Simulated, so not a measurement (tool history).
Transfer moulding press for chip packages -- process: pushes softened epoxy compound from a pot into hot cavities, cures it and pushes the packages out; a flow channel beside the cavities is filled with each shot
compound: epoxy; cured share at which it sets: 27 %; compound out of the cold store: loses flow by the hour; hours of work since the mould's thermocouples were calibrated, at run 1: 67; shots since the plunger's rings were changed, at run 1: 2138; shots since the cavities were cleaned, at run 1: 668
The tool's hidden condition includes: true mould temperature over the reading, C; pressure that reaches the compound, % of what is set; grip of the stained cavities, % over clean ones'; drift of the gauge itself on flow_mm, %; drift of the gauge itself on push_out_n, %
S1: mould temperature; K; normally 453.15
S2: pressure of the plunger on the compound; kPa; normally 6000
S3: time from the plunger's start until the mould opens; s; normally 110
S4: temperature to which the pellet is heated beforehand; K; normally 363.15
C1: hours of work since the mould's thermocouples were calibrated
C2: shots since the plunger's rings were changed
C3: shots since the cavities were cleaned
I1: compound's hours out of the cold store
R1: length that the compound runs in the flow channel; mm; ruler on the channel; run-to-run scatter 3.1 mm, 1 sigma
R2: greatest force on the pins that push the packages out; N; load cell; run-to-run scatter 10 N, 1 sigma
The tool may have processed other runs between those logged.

run,hour,S1,S2,S3,S4,C1,C2,C3,I1,R1,R2
1,0.0,453.15,6000,110,363.15,67,2138,668,18.0,728,786
2,4.8,453.15,6000,110,363.15,69,2181,711,33.1,680,800
# hour 8.0: cavities cleaned with cleaning compound and waxed
3,13.0,453.15,6000,110,363.15,73,2239,44,20.9,720,510
4,18.6,453.15,6000,110,363.15,75,2288,93,32.4,678,578
5,27.1,453.15,6000,110,363.15,80,2363,168,30.2,684,647
6,32.4,453.15,6000,110,363.15,82,2410,215,34.9,669,681
7,37.7,453.15,6000,110,363.15,85,2457,262,47.2,633,656
# hour 40.2: mould's thermocouples calibrated
8,49.4,453.15,6000,103,363.15,5,2543,348,14.5,739,770
9,54.8,453.15,6000,110,363.15,7,2591,396,33.4,672,738
# hour 62.4: mould's thermocouples calibrated, once more
10,65.7,453.15,6000,110,363.15,2,2669,474,16.9,731,766
11,69.8,454.15,5250,148,357.15,4,2704,509,41.6,600,705
12,79.7,454.15,5250,148,357.15,9,2792,597,31.2,633,756
13,88.0,460.15,6000,97,362.15,13,2866,671,24.4,675,786
# hour 95.6: cavities cleaned with cleaning compound and waxed
14,95.6,460.15,6000,97,362.15,16,2919,0,25.1,672,454

Run 15 is up next; what results do you expect?
15,105.6,456.15,5720,99,366.15,21,3007,88,40.3,?,?

R1: 621 mm
R2: 561 N
With no hidden state in the tool, this same run would have given R1 650 mm, R2 472 N.
